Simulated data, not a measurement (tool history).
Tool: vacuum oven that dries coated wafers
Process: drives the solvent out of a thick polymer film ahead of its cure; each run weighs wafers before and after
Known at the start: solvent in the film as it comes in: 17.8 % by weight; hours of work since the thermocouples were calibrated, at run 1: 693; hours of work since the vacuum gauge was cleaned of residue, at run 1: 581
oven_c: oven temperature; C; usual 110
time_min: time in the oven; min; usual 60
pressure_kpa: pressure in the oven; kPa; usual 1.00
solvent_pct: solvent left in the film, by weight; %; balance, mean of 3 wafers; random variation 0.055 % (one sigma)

run   hour  oven_c  time_min  pressure_kpa  hours of work since the thermocouples were calibrated  hours of work since the vacuum gauge was cleaned of residue  solvent_pct
  1    0.0     110        60          1.00                                                    693                                                          581         2.69
  2   23.1     110        60          1.00                                                    710                                                          598         2.75
  3   45.7     110        60          1.00                                                    726                                                          615         2.67
  4   63.4     110        60          1.00                                                    739                                                          628         2.80
  5   82.4     110        60          1.00                                                    754                                                          642         2.83
  6  101.0     110        60          1.00                                                    767                                                          656         2.75
  7  119.6     110        69          1.00                                                    781                                                          670         2.28
  8  140.9     110        69          1.00                                                    797                                                          685         2.30
     145.4  -- oven's thermocouples calibrated
  9  157.3     110        69          1.00                                                      9                                                          696         2.57
 10  182.8     115        79          2.35                                                     28                                                          715         2.27
 11  200.1     122        54          3.11                                                     40                                                          728         2.42
 12  211.7     122        54          3.11                                                     49                                                          736         2.53
 13  231.3     122        34          0.68                                                     64                                                          751         2.39
 14  245.4     122        34          0.68                                                     74                                                          761         2.37
 15  268.0     122        35          0.68                                                     91                                                          778         2.30
     277.2  -- oven's thermocouples calibrated, once more
 16  285.2     122       105          1.23                                                      6                                                          789         0.95
 17  300.3      96       105          1.62                                                     17                                                          800         4.63

3 ways to go on from here, each from the tool as it stands after run 17. What would each give?
  A  311.8      99        60          1.00                                                     26                                                          809            ?
  B  311.8     108        43          0.56                                                     26                                                          809            ?
  C  311.8     116        99          1.19                                                     26                                                          809            ?

run  solvent_pct
  A         5.38
  B         4.17
  C         1.10
Without the tool's hidden state the same runs would have given:
run  solvent_pct
  A         5.02
  B         3.88
  C         0.86
